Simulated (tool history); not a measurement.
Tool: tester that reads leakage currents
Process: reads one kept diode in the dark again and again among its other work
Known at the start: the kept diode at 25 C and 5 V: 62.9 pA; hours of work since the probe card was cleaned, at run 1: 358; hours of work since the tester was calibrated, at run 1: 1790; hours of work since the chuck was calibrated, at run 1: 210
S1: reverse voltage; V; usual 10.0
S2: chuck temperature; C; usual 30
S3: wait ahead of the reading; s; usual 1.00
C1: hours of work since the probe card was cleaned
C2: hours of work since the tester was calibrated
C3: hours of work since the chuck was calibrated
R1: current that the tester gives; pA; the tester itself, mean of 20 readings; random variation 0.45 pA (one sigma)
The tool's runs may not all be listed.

Run 1, day 0.000: usual settings; C1 358; C2 1790; C3 210. Result: R1 141.52 pA.
Run 2, day 5.275: usual settings; C1 453; C2 1885; C3 305. Result: R1 137.70 pA.
Run 3, day 15.292: usual settings; C1 634; C2 2066; C3 486. Result: R1 130.22 pA.
At day 21.958: chuck's temperature calibrated.
Run 4, day 21.958: usual settings; C1 753; C2 2185; C3 0. Result: R1 151.65 pA.
Run 5, day 26.321: usual settings; C1 832; C2 2264; C3 79. Result: R1 146.59 pA.
Run 6, day 34.083: usual settings; C1 972; C2 2404; C3 219. Result: R1 142.28 pA.
Run 7, day 38.683: usual settings; C1 1055; C2 2488; C3 302. Result: R1 138.44 pA.
Run 8, day 46.825: usual settings; C1 1203; C2 2635; C3 449. Result: R1 132.32 pA.
Run 9, day 52.121: usual settings; C1 1298; C2 2730; C3 545. Result: R1 128.31 pA.
At day 55.738: chuck's temperature calibrated.
Run 10, day 57.738: usual settings; C1 1398; C2 2830; C3 36. Result: R1 152.18 pA.
Run 11, day 64.046: usual settings but S2 48 C; C1 1512; C2 2944; C3 150. Result: R1 655.29 pA.
Run 12, day 68.971: usual settings but S2 48 C; C1 1601; C2 3033; C3 239. Result: R1 639.69 pA.
Run 13, day 75.354: usual settings but S3 0.97 s; C1 1717; C2 3149; C3 354. Result: R1 137.92 pA.
At day 78.779: probe card cleaned and baked.
Run 14, day 80.004: usual settings but S3 0.97 s; C1 22; C2 3230; C3 436. Result: R1 131.57 pA.
Run 15, day 87.892: usual settings; C1 165; C2 3373; C3 579. Result: R1 124.73 pA.
At day 88.888: chuck's temperature calibrated.
Run 16, day 93.025: usual settings; C1 256; C2 3464; C3 75. Result: R1 148.37 pA.
Run 17, day 97.638: usual settings; C1 339; C2 3548; C3 158. Result: R1 143.17 pA.
Run 18, day 106.133: usual settings but S2 27 C; C1 493; C2 3701; C3 312. Result: R1 105.46 pA.
Run 19, day 110.492: usual settings but S2 27 C; C1 572; C2 3780; C3 390. Result: R1 103.08 pA.
Run 20, day 116.183: usual settings but S2 27 C; C1 674; C2 3883; C3 493. Result: R1 99.63 pA.
At day 119.317: tester calibrated.
At day 122.396: chuck's temperature calibrated.
Run 21, day 123.842: usual settings but S2 35 C; C1 810; C2 80; C3 26. Result: R1 229.33 pA.
Run 22, day 128.362: usual settings but S1 1.4 V, S2 33 C, S3 2.42 s; C1 891; C2 162; C3 108. Result: R1 59.42 pA.
Run 23, day 134.800: usual settings but S3 5.23 s; C1 1008; C2 278; C3 224. Result: R1 138.76 pA.
Run 24, day 138.867: usual settings but S2 51 C; C1 1081; C2 352; C3 298. Result: R1 781.74 pA.
Run 25, day 147.288: usual settings but S2 34 C; C1 1233; C2 504; C3 450. Result: R1 185.66 pA.
Run 26, day 152.788: usual settings but S2 34 C; C1 1333; C2 603; C3 549. Result: R1 180.28 pA.
At day 155.525: chuck's temperature calibrated.
Run 27, day 159.054: usual settings but S2 26 C, S3 3.20 s; C1 1444; C2 715; C3 64. Result: R1 104.35 pA.
Run 28, day 169.125: usual settings but S2 26 C, S3 3.20 s; C1 1626; C2 897; C3 246. Result: R1 99.21 pA.
Run 29, day 174.183: usual settings but S1 12.9 V, S2 55 C, S3 0.34 s; C1 1718; C2 988; C3 337. Result: R1 1236.90 pA.
At day 177.500: probe card cleaned and baked.
Run 30, day 183.183: usual settings but S3 3.78 s; C1 103; C2 1149; C3 498. Result: R1 126.65 pA.
At day 188.642: chuck's temperature calibrated.
Run 31, day 189.579: usual settings but S3 3.78 s; C1 217; C2 1263; C3 17. Result: R1 146.91 pA.
Run 32, day 196.604: usual settings but S1 19.0 V, S2 32 C; C1 344; C2 1390; C3 144. Result: R1 246.70 pA.
Run 33, day 203.188: usual settings but S1 19.0 V, S2 32 C; C1 463; C2 1509; C3 263. Result: R1 238.46 pA.
Run 34, day 212.600: usual settings but S2 47 C, S3 0.52 s; C1 633; C2 1679; C3 433. Result: R1 551.69 pA.
Run 35, day 219.733: usual settings but S1 4.9 V, S2 47 C, S3 0.60 s; C1 762; C2 1808; C3 562. Result: R1 347.80 pA.
At day 222.358: chuck's temperature calibrated.
Run 36, day 229.446: usual settings but S1 4.9 V, S2 47 C, S3 0.60 s; C1 936; C2 1982; C3 128. Result: R1 399.29 pA.
Run 37, day 236.629: usual settings but S3 0.63 s; C1 1065; C2 2111; C3 258. Result: R1 141.76 pA.
Run 38, day 242.758: usual settings but S1 19.5 V, S3 3.37 s; C1 1176; C2 2222; C3 369. Result: R1 198.40 pA.
Run 39, day 248.758: usual settings but S3 0.54 s; C1 1285; C2 2331; C3 477. Result: R1 132.36 pA.

Hidden state or all else? Some run-to-run changes of R1, split into what the settings, what came in and random variation would give without the hidden state, and what is left for the hidden state (with any gauge scatter that isn't in both results):
The hidden state here: stray current of the dirty probe card, pA a volt; current scale over the true one, %; true chuck temperature over the reading, C; drift of the gauge itself on leakage_pa, %.
Run 23 -> 24: S2 30 -> 51, S3 5.23 -> 1.00. R1 +642.98 pA: hidden state -63.37, all else +706.35.
Run 28 -> 29: S1 10.0 -> 12.9, S2 26 -> 55, S3 3.20 -> 0.34. R1 +1137.69 pA: hidden state -109.43, all else +1247.12.
Run 29 -> 30: S1 12.9 -> 10.0, S2 55 -> 30, S3 0.34 -> 3.78, probe card cleaned and baked. R1 -1110.25 pA: hidden state +92.15, all else -1202.40.

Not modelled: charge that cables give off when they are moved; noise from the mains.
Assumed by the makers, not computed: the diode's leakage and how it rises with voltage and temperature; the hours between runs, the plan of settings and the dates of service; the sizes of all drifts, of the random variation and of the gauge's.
